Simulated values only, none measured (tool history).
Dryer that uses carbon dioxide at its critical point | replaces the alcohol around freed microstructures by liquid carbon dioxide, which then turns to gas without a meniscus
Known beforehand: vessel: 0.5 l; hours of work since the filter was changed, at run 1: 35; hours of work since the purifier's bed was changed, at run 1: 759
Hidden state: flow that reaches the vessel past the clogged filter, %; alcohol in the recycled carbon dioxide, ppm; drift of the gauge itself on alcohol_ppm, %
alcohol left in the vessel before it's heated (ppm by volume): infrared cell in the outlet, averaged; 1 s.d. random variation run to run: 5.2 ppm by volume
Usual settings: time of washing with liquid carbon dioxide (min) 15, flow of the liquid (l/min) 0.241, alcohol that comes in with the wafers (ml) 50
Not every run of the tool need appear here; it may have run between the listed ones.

run,day,time of washing with liquid carbon dioxide (min),flow of the liquid (l/min),alcohol that comes in with the wafers (ml),hours of work since the filter was changed,hours of work since the purifier's bed was changed,alcohol left in the vessel before it's heated (ppm by volume)
1,0,15,0.241,50,35,759,222
2,2.05,15,0.241,50,63,786,244
3,3.642,15,0.241,50,84,808,256
4,5.429,15,0.241,50,108,832,283
5,7.779,15,0.241,50,140,863,307
6,10.125,15,0.241,50,172,895,350
# day 10.879: inlet filter changed
7,12.179,15,0.241,50,17,922,247
8,13.979,15,0.241,50,42,946,261
9,15.617,15,0.241,50,64,968,270
10,17.3,15,0.241,50,86,991,287
11,19.188,15,0.241,50,112,1016,303
12,21.458,19,0.241,50,142,1047,186
13,23.188,19,0.241,50,166,1070,206
# day 24.275: inlet filter changed
14,25.629,23,0.155,50,18,1103,278
15,27.383,15,0.241,89,42,1126,378
16,30.038,15,0.283,57,78,1162,231
17,32.8,18,0.376,38,115,1199,180
18,35.062,18,0.376,38,145,1230,189
19,37.258,19,0.154,62,175,1259,1082
# day 37.712: inlet filter changed
20,38.879,19,0.154,62,16,1280,641
21,41.025,12,0.315,50,45,1309,265

Below are 3 alternative next runs, each starting from the tool's condition after run 21. Predict each:
A,43.012,21,0.241,34,71,1336,?
B,43.012,12,0.235,48,71,1336,?
C,43.012,21,0.241,36,71,1336,?

run,alcohol left in the vessel before it's heated (ppm by volume)
A,225
B,729
C,215
Had the tool no hidden state, the same runs would have come out as:
run,alcohol left in the vessel before it's heated (ppm by volume)
A,20
B,405
C,14
